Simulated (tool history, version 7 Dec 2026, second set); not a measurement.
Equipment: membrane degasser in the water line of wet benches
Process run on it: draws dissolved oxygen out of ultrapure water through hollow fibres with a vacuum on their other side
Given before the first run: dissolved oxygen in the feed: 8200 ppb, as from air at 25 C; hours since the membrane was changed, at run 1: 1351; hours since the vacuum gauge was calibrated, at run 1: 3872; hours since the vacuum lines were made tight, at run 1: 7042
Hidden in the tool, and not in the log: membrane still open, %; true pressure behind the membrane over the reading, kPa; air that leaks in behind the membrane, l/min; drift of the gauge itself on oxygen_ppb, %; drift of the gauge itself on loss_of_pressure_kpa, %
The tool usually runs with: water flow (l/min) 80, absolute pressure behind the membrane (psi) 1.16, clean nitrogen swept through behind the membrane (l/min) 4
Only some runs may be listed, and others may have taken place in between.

| run | hour | water flow (l/min) | absolute pressure behind the membrane (psi) | clean nitrogen swept through behind the membrane (l/min) | hours since the membrane was changed | hours since the vacuum gauge was calibrated | hours since the vacuum lines were made tight | dissolved oxygen in the water behind the degasser (ppb) | pressure that the water loses in the fibres (psi) |
|---|---|---|---|---|---|---|---|---|---|
| 1 | 0 | 80 | 1.16 | 4 | 1351 | 3872 | 7042 | 215.2 | 5.962 |
| 2 | 70.8 | 80 | 1.16 | 4 | 1421 | 3943 | 7113 | 216.3 | 6.026 |
| 3 | 134.5 | 80 | 1.16 | 4 | 1485 | 4006 | 7177 | 216 | 6.005 |
| 4 | 205.4 | 80 | 1.317 | 4 | 1556 | 4077 | 7247 | 263.1 | 6.002 |
| 5 | 289 | 80 | 1.317 | 4 | 1640 | 4161 | 7331 | 262.5 | 6.005 |
| 6 | 367.7 | 80 | 1.317 | 4 | 1718 | 4240 | 7410 | 259.9 | 6.01 |
|  | 374.2 | vacuum gauge calibrated |
| 7 | 422.7 | 80 | 1.317 | 4 | 1773 | 48 | 7464 | 265.2 | 6.061 |
| 8 | 503.9 | 86 | 1.191 | 4.79 | 1854 | 130 | 7545 | 209.4 | 6.422 |
| 9 | 572.9 | 106 | 0.817 | 3.28 | 1923 | 199 | 7614 | 178.2 | 7.965 |
|  | 616.5 | vacuum gauge calibrated, once more |
| 10 | 659.5 | 80 | 2.141 | 9.52 | 2009 | 43 | 7701 | 227.7 | 5.983 |
| 11 | 735.1 | 80 | 2.141 | 9.52 | 2085 | 119 | 7776 | 227.5 | 6.042 |
| 12 | 816.1 | 65 | 2.141 | 5.23 | 2166 | 200 | 7857 | 323.8 | 4.911 |
| 13 | 902.6 | 80 | 2.125 | 1.99 | 2252 | 286 | 7944 | 844 | 6.025 |

Consider 4 possible next runs. They are alternatives, not a sequence: every one starts from the tool as it was left by run 13. What does each give?
| A | 958.3 | 75 | 1.553 | 1.91 | 2308 | 342 | 7999 | ? | ? |
| B | 958.3 | 71 | 0.883 | 4 | 2308 | 342 | 7999 | ? | ? |
| C | 958.3 | 52 | 1.558 | 4.21 | 2308 | 342 | 7999 | ? | ? |
| D | 958.3 | 86 | 0.785 | 6.7 | 2308 | 342 | 7999 | ? | ? |

| run | dissolved oxygen in the water behind the degasser (ppb) | pressure that the water loses in the fibres (psi) |
|---|---|---|
| A | 558.4 | 5.638 |
| B | 114.7 | 5.35 |
| C | 213.2 | 3.906 |
| D | 67.3 | 6.493 |
Take away the tool's hidden state, keep each run's random variation, and the runs would have read:
| run | dissolved oxygen in the water behind the degasser (ppb) | pressure that the water loses in the fibres (psi) |
|---|---|---|
| A | 559.8 | 5.574 |
| B | 115.2 | 5.291 |
| C | 212.4 | 3.862 |
| D | 67.6 | 6.421 |
